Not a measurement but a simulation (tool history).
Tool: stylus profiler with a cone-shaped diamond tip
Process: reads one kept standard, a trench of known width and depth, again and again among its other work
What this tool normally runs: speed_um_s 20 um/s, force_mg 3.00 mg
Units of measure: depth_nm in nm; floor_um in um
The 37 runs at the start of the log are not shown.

| run | hour | speed_um_s | force_mg | scans with this tip | hours of work since the height scale was calibrated | depth_nm | floor_um |
|---|---|---|---|---|---|---|---|
| 38 | 1475.1 | 7 | 6.27 | 6687 | 1603 | 203.26 | 97.03 |
| 39 | 1512.6 | 49 | 1.64 | 6777 | 1624 | 201.01 | 96.74 |
| 40 | 1552.9 | 16 | 1.03 | 6874 | 1648 | 200.47 | 96.91 |
| 41 | 1594.3 | 16 | 1.03 | 6973 | 1671 | 200.55 | 96.84 |
| 42 | 1634.4 | 16 | 1.92 | 7069 | 1694 | 201.14 | 96.91 |
| 43 | 1687.2 | 16 | 1.92 | 7195 | 1725 | 201.05 | 96.92 |
| 44 | 1716.3 | 16 | 1.92 | 7265 | 1741 | 201.13 | 96.89 |
| 45 | 1764.6 | 20 | 6.67 | 7380 | 1769 | 203.54 | 96.88 |
| 46 | 1793.1 | 20 | 6.67 | 7449 | 1785 | 203.40 | 96.90 |
| 47 | 1834.7 | 20 | 6.67 | 7548 | 1809 | 203.36 | 96.92 |

Consider 4 possible next runs. They are alternatives, not a sequence: every one starts from the tool as it was left by run 47. What does each give?
| A | 1888.3 | 63 | 1.98 | 7677 | 1840 | ? | ? |
| B | 1888.3 | 26 | 1.11 | 7677 | 1840 | ? | ? |
| C | 1888.3 | 38 | 1.62 | 7677 | 1840 | ? | ? |
| D | 1888.3 | 10 | 6.67 | 7677 | 1840 | ? | ? |

| run | depth_nm | floor_um |
|---|---|---|
| A | 201.21 | 96.56 |
| B | 200.50 | 96.76 |
| C | 201.04 | 96.71 |
| D | 203.46 | 96.88 |
Take away the tool's hidden state, keep each run's random variation, and the runs would have read:
| run | depth_nm | floor_um |
|---|---|---|
| A | 201.85 | 97.69 |
| B | 201.14 | 97.88 |
| C | 201.67 | 97.84 |
| D | 204.11 | 98.01 |
